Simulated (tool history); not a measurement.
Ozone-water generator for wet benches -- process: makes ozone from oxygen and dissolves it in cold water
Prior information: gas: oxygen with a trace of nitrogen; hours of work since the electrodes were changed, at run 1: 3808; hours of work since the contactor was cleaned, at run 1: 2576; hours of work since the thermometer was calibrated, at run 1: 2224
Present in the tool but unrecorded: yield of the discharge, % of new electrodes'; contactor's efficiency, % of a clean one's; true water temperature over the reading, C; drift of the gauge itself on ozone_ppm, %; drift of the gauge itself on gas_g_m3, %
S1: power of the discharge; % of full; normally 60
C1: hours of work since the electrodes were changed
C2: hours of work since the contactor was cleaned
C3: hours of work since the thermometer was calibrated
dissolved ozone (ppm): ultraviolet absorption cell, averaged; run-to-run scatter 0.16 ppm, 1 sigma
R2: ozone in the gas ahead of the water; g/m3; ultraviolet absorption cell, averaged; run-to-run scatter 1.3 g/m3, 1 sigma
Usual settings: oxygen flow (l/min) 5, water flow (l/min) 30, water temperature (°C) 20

Run 1, day 0: usual settings; C1 3808; C2 2576; C3 2224. Result: dissolved ozone (ppm) 20.7, R2 239.2 g/m3.
Run 2, day 3.825: usual settings but S1 64 % of full; C1 3876; C2 2644; C3 2292. Result: dissolved ozone (ppm) 21.7, R2 245.9 g/m3.
Run 3, day 8.529: usual settings but S1 64 % of full; C1 3960; C2 2728; C3 2375. Result: dissolved ozone (ppm) 21.6, R2 248.9 g/m3.
Run 4, day 11.371: usual settings; C1 4010; C2 2778; C3 2426. Result: dissolved ozone (ppm) 20.7, R2 240.6 g/m3.
Run 5, day 15.162: usual settings; C1 4078; C2 2845; C3 2493. Result: dissolved ozone (ppm) 20.7, R2 241.8 g/m3.
Run 6, day 21.5: usual settings but water flow (l/min) 34; C1 4190; C2 2958; C3 2606. Result: dissolved ozone (ppm) 18.9, R2 241.1 g/m3.
Run 7, day 27.692: usual settings; C1 4300; C2 3068; C3 2716. Result: dissolved ozone (ppm) 20.5, R2 241.8 g/m3.
Run 8, day 31.167: usual settings; C1 4362; C2 3130; C3 2778. Result: dissolved ozone (ppm) 21, R2 242.5 g/m3.
Run 9, day 34.067: usual settings; C1 4414; C2 3181; C3 2829. Result: dissolved ozone (ppm) 20.8, R2 240.5 g/m3.
Run 10, day 39.179: usual settings; C1 4505; C2 3272; C3 2920. Result: dissolved ozone (ppm) 20.7, R2 239.9 g/m3.
Run 11, day 42.608: usual settings; C1 4566; C2 3333; C3 2981. Result: dissolved ozone (ppm) 20.7, R2 242 g/m3.
At day 45.317: contactor cleaned.
Run 12, day 46.458: usual settings; C1 4631; C2 20; C3 3047. Result: dissolved ozone (ppm) 20.8, R2 242.3 g/m3.
Run 13, day 50.542: usual settings but water temperature (°C) 23; C1 4704; C2 93; C3 3119. Result: dissolved ozone (ppm) 20, R2 241.9 g/m3.
Run 14, day 55.788: usual settings but water flow (l/min) 47, water temperature (°C) 23; C1 4797; C2 186; C3 3213. Result: dissolved ozone (ppm) 13.8, R2 242.5 g/m3.
Run 15, day 60.75: usual settings but S1 48 % of full; C1 4885; C2 274; C3 3301. Result: dissolved ozone (ppm) 18.4, R2 213.9 g/m3.
Run 16, day 64.796: usual settings; C1 4957; C2 346; C3 3373. Result: dissolved ozone (ppm) 21, R2 242 g/m3.
At day 69.742: water thermometer calibrated.
Run 17, day 71.55: usual settings; C1 5077; C2 466; C3 32. Result: dissolved ozone (ppm) 20.6, R2 242.4 g/m3.
Run 18, day 75.062: usual settings but S1 51 % of full, water flow (l/min) 21; C1 5139; C2 528; C3 95. Result: dissolved ozone (ppm) 25.2, R2 222.5 g/m3.
Run 19, day 80.425: usual settings but S1 51 % of full, water flow (l/min) 21; C1 5235; C2 624; C3 190. Result: dissolved ozone (ppm) 25, R2 221.8 g/m3.
Run 20, day 86.071: usual settings but S1 98 % of full, oxygen flow (l/min) 6.51, water flow (l/min) 33, water temperature (°C) 25; C1 5335; C2 724; C3 290. Result: dissolved ozone (ppm) 24.1, R2 277.1 g/m3.
Run 21, day 90.075: usual settings but S1 98 % of full, oxygen flow (l/min) 3.2, water flow (l/min) 46, water temperature (°C) 25; C1 5406; C2 795; C3 361. Result: dissolved ozone (ppm) 16.1, R2 403.2 g/m3.
Run 22, day 95.867: usual settings but S1 98 % of full, oxygen flow (l/min) 3.2, water flow (l/min) 46, water temperature (°C) 25; C1 5509; C2 898; C3 464. Result: dissolved ozone (ppm) 16.4, R2 402 g/m3.
Run 23, day 100.562: usual settings but S1 57 % of full, oxygen flow (l/min) 3.85, water flow (l/min) 25; C1 5592; C2 982; C3 548. Result: dissolved ozone (ppm) 22.5, R2 271.9 g/m3.
Run 24, day 107.042: usual settings but S1 57 % of full, oxygen flow (l/min) 3.85, water flow (l/min) 25; C1 5708; C2 1097; C3 663. Result: dissolved ozone (ppm) 22.5, R2 273.4 g/m3.
Run 25, day 112.138: usual settings but S1 50 % of full, oxygen flow (l/min) 6.07, water temperature (°C) 22; C1 5798; C2 1187; C3 754. Result: dissolved ozone (ppm) 18.5, R2 199.6 g/m3.
Run 26, day 116.408: usual settings but S1 50 % of full, oxygen flow (l/min) 6.07, water temperature (°C) 22; C1 5874; C2 1263; C3 830. Result: dissolved ozone (ppm) 18.7, R2 200.9 g/m3.
Run 27, day 121.458: usual settings but S1 56 % of full, oxygen flow (l/min) 6.07, water flow (l/min) 22, water temperature (°C) 22; C1 5964; C2 1353; C3 919. Result: dissolved ozone (ppm) 24.6, R2 215.1 g/m3.
Run 28, day 127.9: usual settings but oxygen flow (l/min) 8.88, water flow (l/min) 24, water temperature (°C) 18; C1 6078; C2 1468; C3 1034. Result: dissolved ozone (ppm) 25.5, R2 183.5 g/m3.
Run 29, day 132.608: usual settings but oxygen flow (l/min) 4.75, water temperature (°C) 13; C1 6162; C2 1551; C3 1117. Result: dissolved ozone (ppm) 22, R2 251.6 g/m3.
At day 134.617: gauge calibrated.
Run 30, day 139.208: usual settings but S1 67 % of full, oxygen flow (l/min) 4.75, water temperature (°C) 15; C1 6279; C2 1669; C3 1235. Result: dissolved ozone (ppm) 23.2, R2 261.1 g/m3.
Run 31, day 142.925: usual settings but S1 67 % of full, oxygen flow (l/min) 4.75, water temperature (°C) 15; C1 6346; C2 1735; C3 1301. Result: dissolved ozone (ppm) 23.4, R2 261.8 g/m3.
Run 32, day 146.958: usual settings but S1 43 % of full, oxygen flow (l/min) 5.78, water flow (l/min) 24, water temperature (°C) 23; C1 6417; C2 1806; C3 1373. Result: dissolved ozone (ppm) 19.8, R2 184 g/m3.
Run 33, day 153.317: usual settings but S1 69 % of full, oxygen flow (l/min) 3.74, water flow (l/min) 18; C1 6530; C2 1919; C3 1486. Result: dissolved ozone (ppm) 32.5, R2 303 g/m3.
Run 34, day 158.846: usual settings but S1 78 % of full, water flow (l/min) 37, water temperature (°C) 14; C1 6629; C2 2018; C3 1584. Result: dissolved ozone (ppm) 21.4, R2 277.9 g/m3.

Pick out some run-to-run changes in R2. Of each, how much would a tool without hidden state show as well, from the settings, what came in and chance, and how much is left for the hidden state and any gauge scatter not in both results compared?
Run 20 -> 21: oxygen flow (l/min) 6.51 -> 3.2, water flow (l/min) 33 -> 46. R2 +126.1 g/m3: hidden state +2.4, all else +123.7.
Run 22 -> 23: S1 98 -> 57, oxygen flow (l/min) 3.2 -> 3.85, water flow (l/min) 46 -> 25, water temperature (°C) 25 -> 20. R2 -130.1 g/m3: hidden state -2, all else -128.1.
Run 29 -> 30: S1 60 -> 67, water temperature (°C) 13 -> 15, gauge calibrated. R2 +9.5 g/m3: hidden state -7, all else +16.5.
Run 32 -> 33: S1 43 -> 69, oxygen flow (l/min) 5.78 -> 3.74, water flow (l/min) 24 -> 18, water temperature (°C) 23 -> 20. R2 +119 g/m3: hidden state +0.4, all else +118.6.
